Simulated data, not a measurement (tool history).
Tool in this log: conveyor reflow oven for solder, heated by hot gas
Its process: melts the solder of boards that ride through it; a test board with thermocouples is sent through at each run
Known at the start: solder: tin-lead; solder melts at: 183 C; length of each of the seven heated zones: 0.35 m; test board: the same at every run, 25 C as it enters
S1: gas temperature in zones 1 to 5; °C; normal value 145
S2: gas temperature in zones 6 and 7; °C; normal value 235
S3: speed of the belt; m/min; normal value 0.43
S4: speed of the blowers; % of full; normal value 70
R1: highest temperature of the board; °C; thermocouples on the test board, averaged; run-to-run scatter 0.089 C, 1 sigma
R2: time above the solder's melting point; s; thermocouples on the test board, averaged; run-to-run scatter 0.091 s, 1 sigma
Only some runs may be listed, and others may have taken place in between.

run 1 hour=0 | S1=145 S2=235 S3=0.43 S4=70 | R1=224.06 R2=83.21
run 2 hour=23.3 | S1=145 S2=235 S3=0.43 S4=81 | R1=225.29 R2=84.22
-- hour=54.5 flux residue cleaned out of gas plates and filters
run 3 hour=54.5 | S1=145 S2=235 S3=0.43 S4=81 | R1=226.05 R2=84.93
run 4 hour=77.8 | S1=145 S2=235 S3=0.43 S4=70 | R1=224.73 R2=83.65
run 5 hour=98.5 | S1=145 S2=235 S3=0.43 S4=70 | R1=224.64 R2=83.66
run 6 hour=126.9 | S1=145 S2=235 S3=0.43 S4=70 | R1=224.58 R2=83.7
run 7 hour=145.2 | S1=145 S2=235 S3=0.43 S4=70 | R1=224.72 R2=83.67
run 8 hour=172.3 | S1=135 S2=235 S3=0.43 S4=70 | R1=223.15 R2=78.18
run 9 hour=193.2 | S1=145 S2=235 S3=0.43 S4=70 | R1=224.53 R2=83.67
-- hour=199.6 belt drive overhauled, speed set with a stopwatch
run 10 hour=227.5 | S1=145 S2=235 S3=0.43 S4=70 | R1=224.68 R2=83.8
-- hour=234.2 thermocouples of zones 6 and 7 changed
-- hour=250.2 belt drive overhauled, speed set with a stopwatch, once more
run 11 hour=250.2 | S1=152 S2=235 S3=0.449 S4=62 | R1=221.12 R2=80.27
run 12 hour=278.5 | S1=152 S2=235 S3=0.449 S4=62 | R1=221.06 R2=80.19
-- hour=294.8 flux residue cleaned out of gas plates and filters
run 13 hour=296.9 | S1=145 S2=245 S3=0.43 S4=70 | R1=232.02 R2=88.23
run 14 hour=317.4 | S1=145 S2=245 S3=0.43 S4=70 | R1=232.01 R2=88.36
run 15 hour=337.3 | S1=145 S2=245 S3=0.43 S4=70 | R1=231.99 R2=88.49
run 16 hour=350.2 | S1=145 S2=235 S3=0.399 S4=79 | R1=225.61 R2=91.25
run 17 hour=375.3 | S1=142 S2=234 S3=0.442 S4=79 | R1=221.92 R2=77.86
run 18 hour=400.7 | S1=142 S2=234 S3=0.442 S4=79 | R1=221.85 R2=77.9
run 19 hour=429.4 | S1=145 S2=233 S3=0.413 S4=70 | R1=222.12 R2=85.07
run 20 hour=458.4 | S1=145 S2=233 S3=0.413 S4=70 | R1=222.19 R2=85.23

Results per run with the tool's hidden condition removed, run-to-run variation unchanged:
Unlogged tool condition in this case: heat that the gas passes to the board, % of a clean oven's; belt's true speed, % of the reading; true gas temperature in zones 6 and 7 over the reading, C; drift of the gauge itself on peak_c, C; drift of the gauge itself on liquid_s, %.
run=1 R1=223.08 R2=82.45
run=2 R1=224.31 R2=83.52
run=3 R1=224.39 R2=83.63
run=4 R1=223.09 R2=82.29
run=5 R1=223.02 R2=82.31
run=6 R1=222.98 R2=82.36
run=7 R1=223.13 R2=82.34
run=8 R1=221.58 R2=76.81
run=9 R1=222.96 R2=82.35
run=10 R1=223.09 R2=82.33
run=11 R1=221.83 R2=80.97
run=12 R1=221.77 R2=80.9
run=13 R1=232.22 R2=88.4
run=14 R1=232.21 R2=88.53
run=15 R1=232.21 R2=88.65
run=16 R1=225.8 R2=91.45
run=17 R1=222.18 R2=78.14
run=18 R1=222.12 R2=78.2
run=19 R1=222.35 R2=85.34
run=20 R1=222.41 R2=85.5
